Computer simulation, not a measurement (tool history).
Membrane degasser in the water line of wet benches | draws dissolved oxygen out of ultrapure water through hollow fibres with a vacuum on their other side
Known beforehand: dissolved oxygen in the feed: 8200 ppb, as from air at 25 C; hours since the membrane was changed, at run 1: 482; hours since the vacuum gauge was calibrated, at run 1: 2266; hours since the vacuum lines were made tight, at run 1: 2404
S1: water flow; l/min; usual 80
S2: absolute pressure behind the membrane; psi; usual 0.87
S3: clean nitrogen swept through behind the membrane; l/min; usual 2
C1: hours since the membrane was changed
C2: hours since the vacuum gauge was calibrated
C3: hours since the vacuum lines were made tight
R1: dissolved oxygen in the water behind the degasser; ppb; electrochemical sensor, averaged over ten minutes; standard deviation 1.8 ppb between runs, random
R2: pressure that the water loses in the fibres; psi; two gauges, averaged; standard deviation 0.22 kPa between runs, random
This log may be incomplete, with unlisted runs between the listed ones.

Run 1, hour 0: usual settings; C1 482; C2 2266; C3 2404. Result: R1 232.5 ppb, R2 7.844 psi.
Run 2, hour 55.7: usual settings; C1 538; C2 2322; C3 2460. Result: R1 227.8 ppb, R2 7.823 psi.
Run 3, hour 158.6: usual settings; C1 641; C2 2425; C3 2563. Result: R1 231.5 ppb, R2 7.754 psi.
Run 4, hour 225.5: usual settings; C1 708; C2 2492; C3 2630. Result: R1 230.6 ppb, R2 7.755 psi.
Run 5, hour 315: usual settings; C1 797; C2 2581; C3 2719. Result: R1 228.5 ppb, R2 7.8 psi.
Run 6, hour 370.7: usual settings; C1 853; C2 2637; C3 2775. Result: R1 227.2 ppb, R2 7.835 psi.
Run 7, hour 471.3: usual settings; C1 953; C2 2738; C3 2876. Result: R1 229.1 ppb, R2 7.822 psi.
Run 8, hour 533.1: usual settings; C1 1015; C2 2800; C3 2937. Result: R1 230.9 ppb, R2 7.836 psi.
Run 9, hour 582.7: usual settings; C1 1065; C2 2849; C3 2987. Result: R1 228.8 ppb, R2 7.839 psi.
Run 10, hour 660.6: usual settings; C1 1143; C2 2927; C3 3065. Result: R1 230.9 ppb, R2 7.852 psi.
Run 11, hour 761.7: usual settings but S1 76 l/min, S2 0.54 psi, S3 1.17 l/min; C1 1244; C2 3028; C3 3166. Result: R1 67.7 ppb, R2 7.422 psi.
Run 12, hour 842.6: usual settings but S1 123 l/min, S2 0.872 psi, S3 5.66 l/min; C1 1325; C2 3109; C3 3247. Result: R1 187.9 ppb, R2 12.056 psi.
Run 13, hour 892.3: usual settings but S1 104 l/min; C1 1374; C2 3159; C3 3297. Result: R1 297.6 ppb, R2 10.163 psi.
Run 14, hour 958.4: usual settings but S1 126 l/min, S2 0.657 psi, S3 3.64 l/min; C1 1441; C2 3225; C3 3363. Result: R1 152.3 ppb, R2 12.304 psi.
Run 15, hour 1051.8: usual settings but S1 126 l/min, S2 0.657 psi, S3 3.64 l/min; C1 1534; C2 3318; C3 3456. Result: R1 150.7 ppb, R2 12.315 psi.
Run 16, hour 1133.7: usual settings but S1 100 l/min, S2 1.046 psi, S3 1.71 l/min; C1 1616; C2 3400; C3 3538. Result: R1 442.3 ppb, R2 9.803 psi.
Run 17, hour 1212.9: usual settings but S1 104 l/min, S2 1.9 psi, S3 2.28 l/min; C1 1695; C2 3479; C3 3617. Result: R1 839 ppb, R2 10.189 psi.
Run 18, hour 1263.7: usual settings but S1 104 l/min, S2 1.9 psi, S3 2.28 l/min; C1 1746; C2 3530; C3 3668. Result: R1 842.6 ppb, R2 10.161 psi.
Run 19, hour 1355.2: usual settings but S1 104 l/min, S2 1.9 psi, S3 2.28 l/min; C1 1837; C2 3622; C3 3759. Result: R1 841.6 ppb, R2 10.185 psi.
Run 20, hour 1434.9: usual settings but S1 104 l/min, S2 1.9 psi, S3 2.28 l/min; C1 1917; C2 3701; C3 3839. Result: R1 836.9 ppb, R2 10.173 psi.

Consider 3 possible next runs. They are alternatives, not a sequence: every one starts from the tool as it was left by run 20. What does each give?
Run A, hour 1531.7: usual settings but S1 52 l/min, S2 0.889 psi, S3 3.11 l/min; C1 2014; C2 3798; C3 3936. Result: R1 ?, R2 ?.
Run B, hour 1531.7: usual settings but S1 85 l/min, S2 0.666 psi, S3 1.44 l/min; C1 2014; C2 3798; C3 3936. Result: R1 ?, R2 ?.
Run C, hour 1531.7: usual settings but S1 83 l/min, S2 1.194 psi, S3 1.33 l/min; C1 2014; C2 3798; C3 3936. Result: R1 ?, R2 ?.

run     R1     R2
  A  111.1  5.053
  B  160.3  8.321
  C  553.9  8.129
Without the tool's unlogged condition, the same runs would have read:
run     R1     R2
  A    111  5.053
  B    160  8.321
  C  553.6  8.129
